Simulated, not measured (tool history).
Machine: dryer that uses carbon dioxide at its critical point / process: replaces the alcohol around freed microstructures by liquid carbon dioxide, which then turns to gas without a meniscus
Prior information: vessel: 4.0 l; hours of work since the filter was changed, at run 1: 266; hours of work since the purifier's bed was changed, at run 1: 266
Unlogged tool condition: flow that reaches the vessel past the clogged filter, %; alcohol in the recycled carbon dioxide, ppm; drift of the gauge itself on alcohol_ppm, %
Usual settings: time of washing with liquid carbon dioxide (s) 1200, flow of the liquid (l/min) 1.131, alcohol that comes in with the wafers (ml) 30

run   hour  time of washing with liquid carbon dioxide (s)  flow of the liquid (l/min)  alcohol that comes in with the wafers (ml)  hours of work since the filter was changed  hours of work since the purifier's bed was changed  alcohol left in the vessel before it's heated (ppm by volume)
  1      0                                            1200                       1.131                                          30                                         266                                                 266                                                            201
  2   20.9                                            1200                       1.131                                          30                                         278                                                 278                                                            200
  3   43.9                                            1200                       1.131                                          30                                         291                                                 291                                                            195
  4   72.9                                            1200                       1.131                                          21                                         308                                                 308                                                            154
  5   92.1                                            1200                       1.131                                          30                                         319                                                 319                                                            198
  6  119.3                                            1200                       1.131                                          30                                         334                                                 334                                                            210
  7  144.6                                            1200                       1.131                                          30                                         349                                                 349                                                            205
  8  167.3                                            1200                        1.45                                          30                                         362                                                 362                                                            122
  9  179.8                                            1200                        1.45                                          30                                         369                                                 369                                                            124
 10  202.1                                            1200                        1.45                                          30                                         382                                                 382                                                            124
 11  223.8                                            1200                       1.131                                          30                                         394                                                 394                                                            223
 12  250.2                                            1200                       1.131                                          26                                         409                                                 409                                                            202
 13  267.4                                            1200                       1.131                                          26                                         419                                                 419                                                            210
 14  289.6                                            1740                        0.91                                          26                                         432                                                 432                                                            142
 15  315.5                                            1200                        1.63                                          90                                         447                                                 447                                                            176
 16    328                                            1200                        1.63                                          90                                         454                                                 454                                                            166
 17  353.4                                            1680                        1.01                                          30                                         468                                                 468                                                            138
 18  381.8                                            1860                        0.78                                         104                                         485                                                 485                                                            489
 19  401.9                                            1860                        0.78                                         104                                         496                                                 496                                                            473
 20  426.6                                            1860                        0.78                                         104                                         510                                                 510                                                            476
 21  442.4                                            1860                        0.78                                          30                                         519                                                 519                                                            205
 22  465.1                                             960                        1.88                                          56                                         532                                                 532                                                            190
 23  482.4                                            1620                       1.131                                          30                                         542                                                 542                                                            152
 24  499.2                                            1620                       1.131                                          30                                         552                                                 552                                                            139

Consider 5 possible next runs. They are alternatives, not a sequence: every one starts from the tool as it was left by run 24. What does each give?
     510.6  -- inlet filter changed
  A   522                                            1440                         1.3                                          25                                           7                                                 564                                                              ?
     510.6  -- inlet filter changed
  B   522                                            1020                       1.131                                          30                                           7                                                 564                                                              ?
     510.6  -- inlet filter changed
  C   522                                            1200                        0.71                                          50                                           7                                                 564                                                              ?
     510.6  -- inlet filter changed
  D   522                                            1620                        0.95                                          30                                           7                                                 564                                                              ?
     510.6  -- inlet filter changed
  E   522                                            1620                       1.131                                         110                                           7                                                 564                                                              ?

run  alcohol left in the vessel before it's heated (ppm by volume)
  A                                                            119
  B                                                            333
  C                                                           1041
  D                                                            173
  E                                                            216
The same runs, with their run-to-run variation unchanged, on a tool lacking any hidden condition would have given:
run  alcohol left in the vessel before it's heated (ppm by volume)
  A                                                             18
  B                                                            234
  C                                                            935
  D                                                             75
  E                                                            115
